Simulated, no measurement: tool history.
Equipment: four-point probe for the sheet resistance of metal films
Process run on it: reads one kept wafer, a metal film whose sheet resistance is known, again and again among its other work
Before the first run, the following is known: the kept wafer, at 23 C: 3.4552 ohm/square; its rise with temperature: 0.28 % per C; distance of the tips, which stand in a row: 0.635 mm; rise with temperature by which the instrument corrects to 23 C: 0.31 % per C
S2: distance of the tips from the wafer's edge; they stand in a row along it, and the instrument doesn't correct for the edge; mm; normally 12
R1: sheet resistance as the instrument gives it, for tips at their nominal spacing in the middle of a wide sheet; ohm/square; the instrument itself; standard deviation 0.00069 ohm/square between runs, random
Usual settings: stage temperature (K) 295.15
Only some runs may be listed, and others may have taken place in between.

run 1 hour=0.0 | stage_temperature_(K)=295.15 S2=12 | R1=3.465100
run 2 hour=34.1 | stage_temperature_(K)=295.15 S2=33 | R1=3.461193
run 3 hour=71.0 | stage_temperature_(K)=295.15 S2=8 | R1=3.471993
run 4 hour=121.8 | stage_temperature_(K)=295.15 S2=12 | R1=3.466034
run 5 hour=149.4 | stage_temperature_(K)=295.15 S2=21 | R1=3.461968
run 6 hour=198.1 | stage_temperature_(K)=299.15 S2=12 | R1=3.461190
run 7 hour=245.8 | stage_temperature_(K)=295.15 S2=12 | R1=3.466290
run 8 hour=288.4 | stage_temperature_(K)=295.15 S2=12 | R1=3.465896
run 9 hour=328.0 | stage_temperature_(K)=295.15 S2=12 | R1=3.467681
run 10 hour=369.7 | stage_temperature_(K)=295.15 S2=12 | R1=3.467587
run 11 hour=401.0 | stage_temperature_(K)=295.15 S2=12 | R1=3.467911
run 12 hour=455.2 | stage_temperature_(K)=295.15 S2=12 | R1=3.467397
run 13 hour=492.9 | stage_temperature_(K)=295.15 S2=12 | R1=3.468029
run 14 hour=524.4 | stage_temperature_(K)=295.15 S2=12 | R1=3.468633
run 15 hour=563.3 | stage_temperature_(K)=295.15 S2=12 | R1=3.468225
run 16 hour=594.0 | stage_temperature_(K)=295.15 S2=12 | R1=3.468002
run 17 hour=648.1 | stage_temperature_(K)=295.15 S2=12 | R1=3.468418
run 18 hour=701.9 | stage_temperature_(K)=295.15 S2=12 | R1=3.470368
run 19 hour=742.6 | stage_temperature_(K)=306.15 S2=12 | R1=3.457820
run 20 hour=782.9 | stage_temperature_(K)=295.15 S2=12 | R1=3.469090
run 21 hour=809.0 | stage_temperature_(K)=295.15 S2=12 | R1=3.470997
-- hour=818.6 stage's thermometer calibrated
run 22 hour=842.4 | stage_temperature_(K)=295.15 S2=12 | R1=3.466861
run 23 hour=883.4 | stage_temperature_(K)=295.15 S2=12 | R1=3.466997
run 24 hour=915.9 | stage_temperature_(K)=295.15 S2=20 | R1=3.463741
run 25 hour=940.9 | stage_temperature_(K)=306.15 S2=17 | R1=3.451054
run 26 hour=985.4 | stage_temperature_(K)=296.15 S2=13 | R1=3.465439
run 27 hour=1012.4 | stage_temperature_(K)=293.15 S2=6 | R1=3.483405
run 28 hour=1061.4 | stage_temperature_(K)=295.15 S2=6 | R1=3.481986
run 29 hour=1102.0 | stage_temperature_(K)=299.15 S2=4 | R1=3.502991
run 30 hour=1153.8 | stage_temperature_(K)=303.15 S2=7 | R1=3.467218

Run 31 is up next; what results do you expect?
run 31 hour=1181.8 | stage_temperature_(K)=296.15 S2=3 | R1=?

R1: 3.544704 ohm/square
With no hidden state in the tool, this same run would have given R1 3.538444 ohm/square.

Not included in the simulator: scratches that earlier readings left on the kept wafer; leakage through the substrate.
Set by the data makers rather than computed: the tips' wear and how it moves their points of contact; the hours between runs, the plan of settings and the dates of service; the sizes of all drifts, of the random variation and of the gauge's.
